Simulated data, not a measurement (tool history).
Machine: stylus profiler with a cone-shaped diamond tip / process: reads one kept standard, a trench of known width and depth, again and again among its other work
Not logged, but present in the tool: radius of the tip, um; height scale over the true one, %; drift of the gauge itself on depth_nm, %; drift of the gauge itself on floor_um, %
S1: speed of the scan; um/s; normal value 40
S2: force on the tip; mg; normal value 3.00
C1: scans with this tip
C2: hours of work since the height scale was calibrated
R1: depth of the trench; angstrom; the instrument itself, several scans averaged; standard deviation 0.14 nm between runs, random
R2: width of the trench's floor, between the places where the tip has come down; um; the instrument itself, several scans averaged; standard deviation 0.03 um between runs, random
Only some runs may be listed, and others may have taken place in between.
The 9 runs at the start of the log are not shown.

| run | hour | S1 | S2 | C1 | C2 | R1 | R2 |
|---|---|---|---|---|---|---|---|
| 10 | 99.6 | 24 | 3.00 | 2768 | 236 | 5064.7 | 15.02 |
| 11 | 111.0 | 24 | 3.00 | 2866 | 245 | 5062.9 | 14.99 |
|  | 112.5 | height scale calibrated on a step standard |
| 12 | 120.9 | 24 | 2.68 | 2948 | 6 | 5061.8 | 15.04 |
| 13 | 132.4 | 24 | 2.68 | 3047 | 15 | 5062.2 | 14.97 |
| 14 | 142.2 | 40 | 3.00 | 3132 | 22 | 5065.9 | 14.99 |
|  | 143.9 | height scale calibrated on a step standard, once more |
| 15 | 157.5 | 40 | 3.00 | 3261 | 10 | 5063.9 | 14.87 |
| 16 | 165.2 | 40 | 3.00 | 3327 | 16 | 5061.4 | 14.93 |
| 17 | 175.8 | 40 | 3.00 | 3419 | 24 | 5063.6 | 14.89 |
| 18 | 183.2 | 40 | 3.00 | 3482 | 29 | 5061.9 | 14.82 |
| 19 | 195.1 | 40 | 3.00 | 3586 | 38 | 5064.6 | 14.83 |
| 20 | 202.4 | 40 | 3.00 | 3649 | 43 | 5064.3 | 14.85 |
| 21 | 210.1 | 16 | 1.41 | 3716 | 49 | 5040.2 | 14.92 |
| 22 | 218.7 | 16 | 1.41 | 3790 | 55 | 5038.8 | 14.94 |
| 23 | 229.8 | 23 | 1.73 | 3886 | 64 | 5046.3 | 14.83 |
| 24 | 240.4 | 40 | 4.73 | 3978 | 71 | 5087.5 | 14.89 |

Run 25 comes next. What will it give?
| 25 | 254.2 | 31 | 6.32 | 4098 | 82 | ? | ? |

{"run 25": {"R1": 5102.5, "R2": 14.89}}
The same run, on a tool lacking any hidden state, would have yielded R1 5099.4 angstrom, R2 15.53 um.
